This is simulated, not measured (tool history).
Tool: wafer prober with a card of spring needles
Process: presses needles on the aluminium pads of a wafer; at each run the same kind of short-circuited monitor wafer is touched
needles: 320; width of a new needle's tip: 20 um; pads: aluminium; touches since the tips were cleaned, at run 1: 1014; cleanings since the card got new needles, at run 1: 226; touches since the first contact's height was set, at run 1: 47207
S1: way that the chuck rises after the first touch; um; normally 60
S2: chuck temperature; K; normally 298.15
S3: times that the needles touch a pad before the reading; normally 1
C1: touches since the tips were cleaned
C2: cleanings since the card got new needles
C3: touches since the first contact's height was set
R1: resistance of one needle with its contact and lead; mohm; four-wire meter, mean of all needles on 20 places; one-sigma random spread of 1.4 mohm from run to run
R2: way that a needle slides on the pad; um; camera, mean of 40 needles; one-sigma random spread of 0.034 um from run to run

run	hour	S1	S2	S3	C1	C2	C3	R1	R2
1	0.0	60	298.15	1	1014	226	47207	124	15.02
# hour 10.7: tips cleaned on abrasive film
# hour 24.0: tips cleaned on abrasive film
# hour 37.3: tips cleaned on abrasive film
# hour 50.7: tips cleaned on abrasive film
2	54.3	60	298.15	1	1480	230	69097	125	15.01
# hour 62.4: tips cleaned on abrasive film
# hour 75.7: tips cleaned on abrasive film
# hour 89.0: tips cleaned on abrasive film
# hour 99.7: tips cleaned on abrasive film
# hour 113.0: tips cleaned on abrasive film
3	116.7	60	298.15	1	1470	235	94202	126	15.01
# hour 124.7: tips cleaned on abrasive film
# hour 138.0: tips cleaned on abrasive film
# hour 148.7: tips cleaned on abrasive film
# hour 162.1: tips cleaned on abrasive film
# hour 167.6: height of the first contact set anew
# hour 175.7: tips cleaned on abrasive film
4	179.8	60	298.15	1	1681	240	4904	125	14.92
# hour 187.9: tips cleaned on abrasive film
# hour 201.2: tips cleaned on abrasive film
# hour 211.9: tips cleaned on abrasive film
# hour 223.3: tips cleaned on abrasive film
5	223.3	60	298.15	1	0	244	22401	129	14.96
# hour 236.7: tips cleaned on abrasive film
# hour 250.0: tips cleaned on abrasive film
6	258.0	60	298.15	1	3273	246	36416	124	14.94
# hour 260.8: tips cleaned on abrasive film
# hour 274.1: tips cleaned on abrasive film
# hour 284.8: tips cleaned on abrasive film
# hour 298.2: tips cleaned on abrasive film
# hour 309.4: tips cleaned on abrasive film
7	309.4	60	298.15	1	0	251	57074	125	14.89
# hour 322.8: tips cleaned on abrasive film
# hour 336.1: tips cleaned on abrasive film
# hour 349.4: tips cleaned on abrasive film
# hour 362.8: tips cleaned on abrasive film
# hour 376.1: tips cleaned on abrasive film
# hour 388.2: tips cleaned on abrasive film
8	388.2	60	298.15	1	0	257	88816	124	14.83
# hour 401.6: tips cleaned on abrasive film
# hour 414.9: tips cleaned on abrasive film
# hour 428.2: tips cleaned on abrasive film
# hour 441.5: tips cleaned on abrasive film
# hour 452.4: height of the first contact set anew
# hour 455.2: tips cleaned on abrasive film
9	460.7	60	339.15	1	2223	262	3297	131	14.95
# hour 466.1: tips cleaned on abrasive film
# hour 479.4: tips cleaned on abrasive film
# hour 492.7: tips cleaned on abrasive film
# hour 506.1: tips cleaned on abrasive film
# hour 516.7: tips cleaned on abrasive film
# hour 530.1: tips cleaned on abrasive film
10	539.7	59	333.15	1	3917	268	35150	129	14.67
# hour 542.5: tips cleaned on abrasive film
# hour 553.1: tips cleaned on abrasive film
# hour 566.5: tips cleaned on abrasive film
# hour 579.8: tips cleaned on abrasive film
# hour 593.1: tips cleaned on abrasive film
# hour 606.5: tips cleaned on abrasive film
11	610.0	59	333.15	1	1429	274	63435	131	14.66
# hour 618.0: tips cleaned on abrasive film
# hour 628.7: tips cleaned on abrasive film
# hour 642.0: tips cleaned on abrasive film
12	646.4	59	333.15	1	1783	277	78109	131	14.63
# hour 654.5: tips cleaned on abrasive film
# hour 667.8: tips cleaned on abrasive film
# hour 681.1: tips cleaned on abrasive film
# hour 694.5: tips cleaned on abrasive film
# hour 707.8: tips cleaned on abrasive film
13	713.3	60	391.15	1	2213	282	105030	141	14.85
# hour 718.7: tips cleaned on abrasive film
# hour 732.0: tips cleaned on abrasive film
# hour 737.6: height of the first contact set anew
# hour 743.0: tips cleaned on abrasive film
# hour 756.3: tips cleaned on abrasive film
# hour 769.6: tips cleaned on abrasive film
14	771.5	76	298.15	3	765	287	13655	122	18.81
# hour 782.2: tips cleaned on abrasive film
# hour 795.5: tips cleaned on abrasive film
# hour 806.2: tips cleaned on abrasive film
15	814.1	46	298.15	1	3179	290	30799	129	11.43
# hour 819.5: tips cleaned on abrasive film
# hour 832.8: tips cleaned on abrasive film
# hour 846.1: tips cleaned on abrasive film
# hour 859.4: tips cleaned on abrasive film
16	859.8	43	302.15	1	142	294	49203	131	10.69
# hour 870.5: tips cleaned on abrasive film
# hour 881.2: tips cleaned on abrasive film
# hour 894.5: tips cleaned on abrasive film
# hour 907.8: tips cleaned on abrasive film
# hour 921.2: tips cleaned on abrasive film
# hour 934.3: tips cleaned on abrasive film
17	934.3	53	317.15	1	0	300	79222	128	13.10

Alternative continuations, all from the tool just after run 17; predict every row:
# hour 947.7: tips cleaned on abrasive film
# hour 961.0: tips cleaned on abrasive film
# hour 974.3: tips cleaned on abrasive film
A	974.8	66	298.15	1	186	303	95522	?	?
# hour 947.7: tips cleaned on abrasive film
# hour 961.0: tips cleaned on abrasive film
# hour 974.3: tips cleaned on abrasive film
B	974.8	79	384.15	1	186	303	95522	?	?
# hour 947.7: tips cleaned on abrasive film
# hour 961.0: tips cleaned on abrasive film
# hour 974.3: tips cleaned on abrasive film
C	974.8	44	321.15	1	186	303	95522	?	?

run	R1	R2
A	121	16.30
B	133	19.48
C	133	10.89
Without the tool's unlogged condition, the same runs would have read:
run	R1	R2
A	121	16.50
B	133	19.73
C	133	11.03
